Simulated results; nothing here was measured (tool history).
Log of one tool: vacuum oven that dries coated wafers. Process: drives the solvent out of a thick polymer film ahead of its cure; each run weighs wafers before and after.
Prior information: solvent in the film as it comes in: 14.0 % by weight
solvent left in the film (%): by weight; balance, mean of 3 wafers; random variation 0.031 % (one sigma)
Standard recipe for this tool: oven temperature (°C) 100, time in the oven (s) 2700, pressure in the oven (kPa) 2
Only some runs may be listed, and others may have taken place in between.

run	hour	oven temperature (°C)	time in the oven (s)	pressure in the oven (kPa)	solvent left in the film (%)
1	0	100	2700	2	3.18
2	23	100	2700	2.95	3.88
3	36.2	91	2700	2	5.39
4	56.2	91	2700	2	5.35
5	72.2	91	2700	2	5.45
6	92.5	91	2700	2	5.34
7	108.6	100	2700	5.13	5.51
8	133.6	100	2700	3.36	4.23
9	145	100	2700	3.36	4.2
10	162.5	100	2700	3.36	4.18
11	186.8	100	2700	3.36	4.15
12	205	100	2700	3.36	4.22
13	230.8	100	2700	3.36	4.22
# hour 238.2: oven's thermocouples calibrated
14	252.7	100	2700	3.36	4.72
15	272.1	103	2700	3.36	3.97
16	291.4	103	2700	3.36	3.96
17	316.8	103	3060	3.36	3.75
18	330.8	103	3060	3.36	3.73
19	353.2	103	3060	3.36	3.68
20	376.7	103	3060	3.36	3.74
21	400.1	100	3960	2	2.67
22	412.2	100	2340	2	3.98
23	424.7	100	2700	2	3.6
24	440	100	2700	2	3.58
25	455.8	94	2100	2	5.98
26	477.6	114	1860	6.37	4.28
27	490.3	114	1860	6.37	4.37
28	504.2	114	1860	6.37	4.26
29	517.6	106	1500	3.4	4.93
30	531.9	87	1980	1.11	7.17
31	554.4	96	3600	2.62	4.28
32	577.5	105	2340	2.62	3.34
33	598.9	99	3840	2	2.89
34	621.9	99	2340	1.8	4.08
35	646.4	105	2340	5.57	5.37
36	661.6	89	2340	1.95	6.75
37	680.9	89	2340	1.95	6.77
38	695.9	97	1620	2.03	6
39	713.3	93	1620	6.31	10.15
40	728.8	106	1440	1.58	3.93
41	748.5	106	4200	7.2	5.62
42	761.3	106	4500	2.99	2.44
43	772.5	114	2580	2	1.49
44	786.5	111	2700	1.66	1.54
45	809.7	106	1380	5.07	6.03
46	825.3	106	1380	5.07	6.1
47	838.8	106	1380	5.07	6.01
48	854.4	109	2700	2.46	2.21

Consider 3 possible next runs. They are alternatives, not a sequence: every one starts from the tool as it was left by run 48. What does each give?
A	875	104	1500	3.75	?
B	875	100	2700	1.2	?
C	875	108	2700	2	?

run	solvent left in the film (%)
A	5.57
B	2.9
C	2.04
Without the tool's hidden state the same runs would have given:
run	solvent left in the film (%)
A	5.52
B	2.82
C	1.97
